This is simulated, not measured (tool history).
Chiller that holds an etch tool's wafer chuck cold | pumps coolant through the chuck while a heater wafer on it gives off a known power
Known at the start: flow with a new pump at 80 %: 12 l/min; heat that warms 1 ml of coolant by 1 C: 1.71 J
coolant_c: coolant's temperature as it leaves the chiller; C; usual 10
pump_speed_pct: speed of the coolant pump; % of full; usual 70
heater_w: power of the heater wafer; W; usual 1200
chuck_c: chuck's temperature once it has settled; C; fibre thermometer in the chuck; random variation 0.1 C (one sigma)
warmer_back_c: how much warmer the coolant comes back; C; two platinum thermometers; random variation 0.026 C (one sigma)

run 1 hour=0 | coolant_c=10 pump_speed_pct=70 heater_w=1200 | chuck_c=21 warmer_back_c=4.37
run 2 hour=195.5 | coolant_c=10 pump_speed_pct=70 heater_w=1339 | chuck_c=22 warmer_back_c=4.89
run 3 hour=381.1 | coolant_c=7 pump_speed_pct=70 heater_w=1339 | chuck_c=19.4 warmer_back_c=4.86
-- hour=515.4 coolant changed, channels flushed
run 4 hour=564.9 | coolant_c=10 pump_speed_pct=70 heater_w=1200 | chuck_c=20.3 warmer_back_c=4.38
run 5 hour=649.3 | coolant_c=10 pump_speed_pct=70 heater_w=1200 | chuck_c=20.2 warmer_back_c=4.37
run 6 hour=743 | coolant_c=10 pump_speed_pct=70 heater_w=1005 | chuck_c=18.8 warmer_back_c=3.67
run 7 hour=901.9 | coolant_c=10 pump_speed_pct=70 heater_w=1005 | chuck_c=18.7 warmer_back_c=3.72
-- hour=946.8 coolant pump overhauled
run 8 hour=1029.1 | coolant_c=10 pump_speed_pct=70 heater_w=1005 | chuck_c=18.7 warmer_back_c=3.79
run 9 hour=1122.8 | coolant_c=10 pump_speed_pct=70 heater_w=1005 | chuck_c=18.9 warmer_back_c=3.79
run 10 hour=1229.4 | coolant_c=10 pump_speed_pct=70 heater_w=1005 | chuck_c=18.9 warmer_back_c=3.81
-- hour=1355.6 coolant pump overhauled, once more
run 11 hour=1366.2 | coolant_c=10 pump_speed_pct=70 heater_w=1005 | chuck_c=18.6 warmer_back_c=3.39
run 12 hour=1520.6 | coolant_c=10 pump_speed_pct=70 heater_w=1005 | chuck_c=18.5 warmer_back_c=3.48
run 13 hour=1696.7 | coolant_c=10 pump_speed_pct=70 heater_w=1005 | chuck_c=18.4 warmer_back_c=3.41
run 14 hour=1891.9 | coolant_c=10 pump_speed_pct=70 heater_w=1005 | chuck_c=18.6 warmer_back_c=3.42
run 15 hour=2033.2 | coolant_c=10 pump_speed_pct=70 heater_w=1005 | chuck_c=18.7 warmer_back_c=3.46
run 16 hour=2209.9 | coolant_c=20 pump_speed_pct=70 heater_w=1005 | chuck_c=28.7 warmer_back_c=3.45
run 17 hour=2392.5 | coolant_c=10 pump_speed_pct=65 heater_w=1200 | chuck_c=20.8 warmer_back_c=4.49

Forecast run 18:
run 18 hour=2549.7 | coolant_c=10 pump_speed_pct=68 heater_w=1200 | chuck_c=? warmer_back_c=?

{"run 18": {"chuck_c": 20.8, "warmer_back_c": 4.22}}
Without the tool's hidden state the same run would have given chuck_c 20 C, warmer_back_c 4.17 C.
